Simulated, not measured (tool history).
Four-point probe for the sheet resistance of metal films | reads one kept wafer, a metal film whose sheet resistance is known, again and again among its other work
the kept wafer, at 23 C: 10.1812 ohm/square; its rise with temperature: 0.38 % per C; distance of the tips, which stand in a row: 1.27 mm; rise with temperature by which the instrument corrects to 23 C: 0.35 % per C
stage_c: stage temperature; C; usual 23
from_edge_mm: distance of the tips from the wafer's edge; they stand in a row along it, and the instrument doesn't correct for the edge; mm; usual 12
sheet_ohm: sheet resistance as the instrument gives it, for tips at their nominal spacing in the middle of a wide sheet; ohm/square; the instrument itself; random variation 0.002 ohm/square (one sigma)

run,hour,stage_c,from_edge_mm,sheet_ohm
1,0,23,12,10.210804
2,32.6,28,12,10.229439
3,74.5,28,12,10.221721
4,105.1,23,18,10.175277
5,146.7,23,18,10.168563
6,185,23,18,10.168108
7,225,23,18,10.166974
8,284.8,23,17,10.168691
9,323.9,23,17,10.164366
10,388.1,23,7,10.311668
11,444.7,23,7,10.304257
12,478.7,23,7,10.303633
13,546,23,7,10.295433
14,599,32,22,10.170227
15,665.8,32,22,10.167968
16,708.6,23,69,10.118908
17,773.7,29,5,10.471689
18,821.2,33,12,10.208962
19,849.8,29,5,10.470097
20,917.4,29,5,10.464612
21,979.4,23,7,10.279695
22,1022.8,24,22,10.127069
23,1090.2,25,7,10.279869
24,1137.6,25,7,10.275568
25,1196.1,27,53,10.106803
26,1259.8,27,53,10.105544

4 ways to go on from here, each from the tool as it stands after run 26. What would each give?
A,1315.6,23,53,?
B,1315.6,27,8,?
C,1315.6,27,8,?
D,1315.6,26,12,?

run,sheet_ohm
A,10.091123
B,10.23654
C,10.236947
D,10.154441
Without the tool's hidden state the same runs would have given:
run,sheet_ohm
A,10.185098
B,10.331385
C,10.331796
D,10.248666

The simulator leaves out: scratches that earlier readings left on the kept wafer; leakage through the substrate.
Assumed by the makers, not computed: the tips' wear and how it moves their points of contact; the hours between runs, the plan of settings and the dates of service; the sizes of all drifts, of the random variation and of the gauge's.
